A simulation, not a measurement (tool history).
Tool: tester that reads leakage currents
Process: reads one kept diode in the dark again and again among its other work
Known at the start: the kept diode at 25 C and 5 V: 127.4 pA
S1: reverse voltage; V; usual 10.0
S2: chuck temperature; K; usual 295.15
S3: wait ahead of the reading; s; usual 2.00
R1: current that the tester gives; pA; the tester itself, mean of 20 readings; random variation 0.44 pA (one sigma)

run,hour,S1,S2,S3,R1
1,0.0,10.0,295.15,2.00,153.31
2,64.3,10.0,295.15,2.00,154.27
3,102.8,10.0,295.15,1.20,155.64
4,160.4,10.0,295.15,1.20,156.84
5,243.5,10.0,295.15,1.20,157.34
6,331.1,10.0,297.15,2.00,184.82
7,389.6,10.0,297.15,2.00,185.33
8,426.4,10.0,297.15,2.00,187.17
9,515.0,10.0,297.15,2.00,187.66
10,579.1,10.0,297.15,2.00,187.84
11,619.1,10.0,297.15,2.00,189.05
12,686.1,10.0,297.15,2.00,190.28
13,753.1,10.0,297.15,2.00,191.40
14,824.0,10.0,295.15,7.37,163.44
15,896.1,10.0,295.15,7.37,163.70
16,966.5,10.0,295.15,0.37,170.54
17,1003.0,10.0,295.15,2.00,166.09
18,1046.2,10.0,295.15,2.00,166.71
19,1091.7,10.0,295.15,2.00,166.98
20,1143.5,10.0,295.15,2.00,167.24
21,1212.1,10.0,295.15,2.00,168.77
22,1298.6,10.0,295.15,2.00,170.22
23,1362.2,10.0,295.15,2.00,170.77
24,1442.6,15.3,298.15,0.78,280.03
25,1529.8,6.7,307.15,0.57,351.24
26,1579.6,10.0,323.15,3.37,1403.32
27,1666.4,3.8,317.15,0.36,538.09
28,1729.0,8.0,295.15,2.00,153.41
29,1809.9,8.0,295.15,2.00,155.33
30,1849.6,10.0,314.15,2.00,748.80
31,1936.3,10.0,331.15,1.30,2436.43
32,1973.5,1.2,332.15,0.67,813.50
33,2060.4,1.2,323.15,3.03,440.55
34,2098.7,1.2,323.15,3.03,442.36
# hour 2145.9: probe card cleaned and baked
35,2166.3,2.9,297.15,2.09,100.38
36,2231.1,7.7,324.15,2.09,1333.65
37,2307.1,1.7,307.15,0.38,168.86
38,2348.8,19.9,295.15,2.00,251.58
39,2435.3,19.9,327.15,2.00,2786.87
40,2515.7,19.9,327.15,2.00,2792.46
41,2554.7,19.9,327.15,2.00,2793.94

Some steps in R1 between neighbouring runs. How much of each would the tool show without its hidden state too (settings, what came in, random variation), and how much is left for the hidden state, with any gauge scatter that isn't in both results?
The hidden state here: stray current of the dirty probe card, pA a volt; current scale over the true one, %; true chuck temperature over the reading, C; drift of the gauge itself on leakage_pa, %.
Run 30 -> 31: S2 314.15 -> 331.15, S3 2.00 -> 1.30. R1 +1687.63 pA: hidden state +166.15, all else +1521.48.
Run 31 -> 32: S1 10.0 -> 1.2, S2 331.15 -> 332.15, S3 1.30 -> 0.67. R1 -1622.93 pA: hidden state -171.55, all else -1451.38.
Run 38 -> 39: S2 295.15 -> 327.15. R1 +2535.29 pA: hidden state +305.58, all else +2229.71.

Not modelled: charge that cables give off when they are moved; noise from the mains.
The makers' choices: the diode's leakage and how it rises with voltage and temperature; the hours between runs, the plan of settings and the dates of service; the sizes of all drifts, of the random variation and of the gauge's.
